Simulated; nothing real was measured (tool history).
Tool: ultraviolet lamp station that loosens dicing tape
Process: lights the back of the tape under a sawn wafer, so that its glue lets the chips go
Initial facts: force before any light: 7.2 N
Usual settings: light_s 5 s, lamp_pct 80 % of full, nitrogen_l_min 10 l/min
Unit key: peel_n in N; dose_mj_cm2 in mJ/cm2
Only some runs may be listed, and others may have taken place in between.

run 1 hour=0 | light_s=5 lamp_pct=80 nitrogen_l_min=10 | peel_n=1.203 dose_mj_cm2=433
run 2 hour=22.6 | light_s=5 lamp_pct=90 nitrogen_l_min=10 | peel_n=0.972 dose_mj_cm2=487
run 3 hour=41 | light_s=5 lamp_pct=72 nitrogen_l_min=10 | peel_n=1.458 dose_mj_cm2=384
run 4 hour=69.4 | light_s=5 lamp_pct=68 nitrogen_l_min=10 | peel_n=1.616 dose_mj_cm2=356
run 5 hour=90.9 | light_s=5 lamp_pct=80 nitrogen_l_min=10 | peel_n=1.25 dose_mj_cm2=417
run 6 hour=125.3 | light_s=5 lamp_pct=80 nitrogen_l_min=10 | peel_n=1.295 dose_mj_cm2=417
run 7 hour=151 | light_s=5 lamp_pct=62 nitrogen_l_min=10 | peel_n=1.897 dose_mj_cm2=323
run 8 hour=178.7 | light_s=5 lamp_pct=73 nitrogen_l_min=10 | peel_n=1.592 dose_mj_cm2=375
run 9 hour=217.9 | light_s=5 lamp_pct=73 nitrogen_l_min=10 | peel_n=1.518 dose_mj_cm2=370
-- hour=224.8 window cleaned of glue's vapour
run 10 hour=235.3 | light_s=5 lamp_pct=73 nitrogen_l_min=10 | peel_n=1.737 dose_mj_cm2=330
run 11 hour=256.3 | light_s=5 lamp_pct=73 nitrogen_l_min=10 | peel_n=1.794 dose_mj_cm2=330
run 12 hour=274.9 | light_s=5 lamp_pct=80 nitrogen_l_min=10 | peel_n=1.584 dose_mj_cm2=359
run 13 hour=312.2 | light_s=5 lamp_pct=91 nitrogen_l_min=10 | peel_n=1.314 dose_mj_cm2=407
run 14 hour=349.4 | light_s=5 lamp_pct=91 nitrogen_l_min=10 | peel_n=1.313 dose_mj_cm2=402
run 15 hour=376.5 | light_s=5 lamp_pct=91 nitrogen_l_min=10 | peel_n=1.291 dose_mj_cm2=401
run 16 hour=408.3 | light_s=5 lamp_pct=91 nitrogen_l_min=10 | peel_n=1.388 dose_mj_cm2=394
run 17 hour=437.7 | light_s=5 lamp_pct=80 nitrogen_l_min=10 | peel_n=1.659 dose_mj_cm2=340
-- hour=455 window cleaned of glue's vapour, once more
run 18 hour=469.7 | light_s=5 lamp_pct=80 nitrogen_l_min=10 | peel_n=1.093 dose_mj_cm2=449
run 19 hour=490.4 | light_s=5 lamp_pct=66 nitrogen_l_min=10 | peel_n=1.512 dose_mj_cm2=373
run 20 hour=520 | light_s=5 lamp_pct=66 nitrogen_l_min=10 | peel_n=1.543 dose_mj_cm2=363
run 21 hour=543.3 | light_s=5 lamp_pct=80 nitrogen_l_min=3 | peel_n=1.827 dose_mj_cm2=440
run 22 hour=562.1 | light_s=5 lamp_pct=80 nitrogen_l_min=3 | peel_n=1.714 dose_mj_cm2=441
run 23 hour=600.5 | light_s=5 lamp_pct=80 nitrogen_l_min=3 | peel_n=1.726 dose_mj_cm2=441
run 24 hour=622.7 | light_s=4 lamp_pct=77 nitrogen_l_min=3 | peel_n=2.462 dose_mj_cm2=330
run 25 hour=658.9 | light_s=4 lamp_pct=77 nitrogen_l_min=3 | peel_n=2.492 dose_mj_cm2=336
run 26 hour=698.3 | light_s=3 lamp_pct=96 nitrogen_l_min=5 | peel_n=2.364 dose_mj_cm2=305
run 27 hour=732.5 | light_s=8 lamp_pct=70 nitrogen_l_min=8 | peel_n=0.686 dose_mj_cm2=593
run 28 hour=763.4 | light_s=3 lamp_pct=66 nitrogen_l_min=5 | peel_n=3.378 dose_mj_cm2=209
run 29 hour=783.1 | light_s=2 lamp_pct=98 nitrogen_l_min=4 | peel_n=3.517 dose_mj_cm2=206
run 30 hour=814.9 | light_s=3 lamp_pct=74 nitrogen_l_min=13 | peel_n=2.587 dose_mj_cm2=232
run 31 hour=845.2 | light_s=5 lamp_pct=72 nitrogen_l_min=6 | peel_n=1.767 dose_mj_cm2=365
run 32 hour=872.1 | light_s=5 lamp_pct=89 nitrogen_l_min=3 | peel_n=1.692 dose_mj_cm2=455
run 33 hour=890.9 | light_s=5 lamp_pct=89 nitrogen_l_min=3 | peel_n=1.708 dose_mj_cm2=451
run 34 hour=919.3 | light_s=5 lamp_pct=76 nitrogen_l_min=19 | peel_n=1.247 dose_mj_cm2=386
run 35 hour=939.9 | light_s=5 lamp_pct=76 nitrogen_l_min=19 | peel_n=1.27 dose_mj_cm2=382
run 36 hour=963.9 | light_s=7 lamp_pct=89 nitrogen_l_min=10 | peel_n=0.576 dose_mj_cm2=618
run 37 hour=980.5 | light_s=5 lamp_pct=88 nitrogen_l_min=12 | peel_n=1.132 dose_mj_cm2=440
run 38 hour=1009.9 | light_s=5 lamp_pct=95 nitrogen_l_min=12 | peel_n=0.993 dose_mj_cm2=465
run 39 hour=1030.7 | light_s=5 lamp_pct=95 nitrogen_l_min=12 | peel_n=0.992 dose_mj_cm2=468
run 40 hour=1062 | light_s=6 lamp_pct=66 nitrogen_l_min=6 | peel_n=1.679 dose_mj_cm2=378
run 41 hour=1090.5 | light_s=6 lamp_pct=66 nitrogen_l_min=6 | peel_n=1.711 dose_mj_cm2=384
run 42 hour=1114.9 | light_s=4 lamp_pct=83 nitrogen_l_min=4 | peel_n=2.366 dose_mj_cm2=316
run 43 hour=1132.3 | light_s=5 lamp_pct=83 nitrogen_l_min=4 | peel_n=1.827 dose_mj_cm2=398
run 44 hour=1159.9 | light_s=5 lamp_pct=72 nitrogen_l_min=4 | peel_n=2.177 dose_mj_cm2=339

3 ways to go on from here, each from the tool as it stands after run 44. What would each give?
run A hour=1188.4 | light_s=5 lamp_pct=71 nitrogen_l_min=6 | peel_n=? dose_mj_cm2=?
run B hour=1188.4 | light_s=5 lamp_pct=80 nitrogen_l_min=12 | peel_n=? dose_mj_cm2=?
run C hour=1188.4 | light_s=5 lamp_pct=95 nitrogen_l_min=6 | peel_n=? dose_mj_cm2=?

run=A peel_n=2.053 dose_mj_cm2=335
run=B peel_n=1.4 dose_mj_cm2=374
run=C peel_n=1.339 dose_mj_cm2=444
The same runs, with their run-to-run variation unchanged, on a tool lacking any hidden condition would have given:
run=A peel_n=1.326 dose_mj_cm2=454
run=B peel_n=0.814 dose_mj_cm2=509
run=C peel_n=0.762 dose_mj_cm2=604
